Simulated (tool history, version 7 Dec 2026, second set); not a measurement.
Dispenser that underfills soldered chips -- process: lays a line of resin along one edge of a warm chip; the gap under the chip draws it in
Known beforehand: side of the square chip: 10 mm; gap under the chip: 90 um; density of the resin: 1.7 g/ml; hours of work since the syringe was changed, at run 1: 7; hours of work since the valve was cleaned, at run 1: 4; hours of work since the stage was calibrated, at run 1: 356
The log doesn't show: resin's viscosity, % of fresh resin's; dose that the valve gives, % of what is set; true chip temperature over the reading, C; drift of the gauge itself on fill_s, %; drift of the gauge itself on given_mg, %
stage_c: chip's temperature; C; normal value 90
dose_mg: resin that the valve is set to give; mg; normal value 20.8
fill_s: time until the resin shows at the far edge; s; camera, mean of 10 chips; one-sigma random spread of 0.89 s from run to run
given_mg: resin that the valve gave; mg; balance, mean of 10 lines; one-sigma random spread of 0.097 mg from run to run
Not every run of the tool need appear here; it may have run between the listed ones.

run   hour  stage_c  dose_mg  hours of work since the syringe was changed  hours of work since the valve was cleaned  hours of work since the stage was calibrated  fill_s  given_mg
  1      0       90     20.8                                            7                                          4                                           356   138.6     20.67
       8.6  -- new syringe of resin
  2   10.1       79     20.8                                            1                                         10                                           363   139.7     20.76
        14  -- stage's temperature calibrated
  3     22       79     20.8                                            8                                         17                                             5   258.8     20.37
      29.4  -- new syringe of resin
  4   33.8       91     20.8                                            3                                         24                                            13   102.5     20.18
      48.6  -- new syringe of resin
  5   48.9       91     20.8                                            0                                         34                                            22    81.1     20.04
  6   61.5       91     20.8                                            8                                         42                                            30   161.4     19.92
      67.9  -- new syringe of resin
  7   75.6       90     20.4                                            5                                         51                                            39   128.9     19.46
  8   84.8       90     24.7                                           11                                         57                                            45   200.5     23.27
      87.1  -- new syringe of resin
  9   94.2       90     24.7                                            5                                         63                                            51   119.2     23.43
 10  102.2       82     18.1                                           10                                         68                                            56   276.6     16.95
     106.2  -- new syringe of resin
 11  113.1       82     18.1                                            4                                         75                                            63     182     16.97
     120.3  -- dispensing valve cleaned and set on the balance
     126.3  -- new syringe of resin
 12  127.6       90     26.7                                            1                                          5                                            71    86.8     26.59
 13  137.6       90     26.7                                            7                                         11                                            78   144.7     26.47
     145.9  -- new syringe of resin
 14  145.9       83     22.5                                            0                                         16                                            83   109.6      22.1
 15  160.5       83     22.5                                            9                                         25                                            92   239.7     22.05
     165.5  -- new syringe of resin
 16  172.7       93     19.2                                            5                                         33                                           100   111.4     18.67
     184.8  -- new syringe of resin
 17  186.1       84     20.8                                            1                                         42                                           108   115.1        20
 18  196.4       84     20.8                                            7                                         48                                           115   201.8     20.01

Some steps in fill_s between neighbouring runs. How much of each would the tool show without its hidden state too (settings, what came in, random variation), and how much is left for the hidden state, with any gauge scatter that isn't in both results?
Run 9 -> 10: stage_c 90 -> 82, dose_mg 24.7 -> 18.1. fill_s +157.4 s: hidden state +117.4, all else +40.
Run 14 -> 15: settings left as they were, no log entry in between. fill_s +130.1 s: hidden state +129.7, all else +0.4.
